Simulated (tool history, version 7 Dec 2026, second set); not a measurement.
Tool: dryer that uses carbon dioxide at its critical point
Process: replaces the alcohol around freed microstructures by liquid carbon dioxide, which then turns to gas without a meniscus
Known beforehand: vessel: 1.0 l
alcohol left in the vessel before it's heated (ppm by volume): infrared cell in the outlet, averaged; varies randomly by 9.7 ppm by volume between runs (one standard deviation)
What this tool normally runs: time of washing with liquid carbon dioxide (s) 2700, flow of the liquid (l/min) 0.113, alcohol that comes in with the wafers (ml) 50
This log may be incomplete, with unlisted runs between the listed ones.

run	day	time of washing with liquid carbon dioxide (s)	flow of the liquid (l/min)	alcohol that comes in with the wafers (ml)	alcohol left in the vessel before it's heated (ppm by volume)
1	0.000	2700	0.113	50	769
2	0.312	2700	0.113	50	785
3	0.733	2700	0.113	50	786
4	0.954	2700	0.113	50	780
5	1.158	2700	0.145	50	267
6	1.508	2700	0.145	50	262
7	1.921	2700	0.145	50	266
8	2.267	2700	0.145	50	269
9	2.508	2700	0.068	50	4058
10	2.862	2700	0.113	50	786
11	3.142	2700	0.128	67	640
12	3.579	2700	0.128	67	648
13	3.996	3960	0.076	81	1301
14	4.454	3960	0.076	81	1339
15	4.779	3960	0.076	81	1338
16	5.062	2820	0.153	38	146
17	5.483	2820	0.153	38	149
18	5.746	2820	0.153	38	152
19	5.950	2220	0.072	41	4549

Alternative continuations, all from the tool just after run 19; predict every row:
A	6.288	2880	0.139	51	?
B	6.288	2220	0.072	39	?
C	6.288	3240	0.092	83	?
D	6.288	2700	0.102	50	?
E	6.288	2160	0.072	66	?

run	alcohol left in the vessel before it's heated (ppm by volume)
A	266
B	4449
C	1461
D	1232
E	7867
Stripped of hidden state, with their random variation kept, the same runs would have yielded:
run	alcohol left in the vessel before it's heated (ppm by volume)
A	141
B	3609
C	986
D	853
E	6437

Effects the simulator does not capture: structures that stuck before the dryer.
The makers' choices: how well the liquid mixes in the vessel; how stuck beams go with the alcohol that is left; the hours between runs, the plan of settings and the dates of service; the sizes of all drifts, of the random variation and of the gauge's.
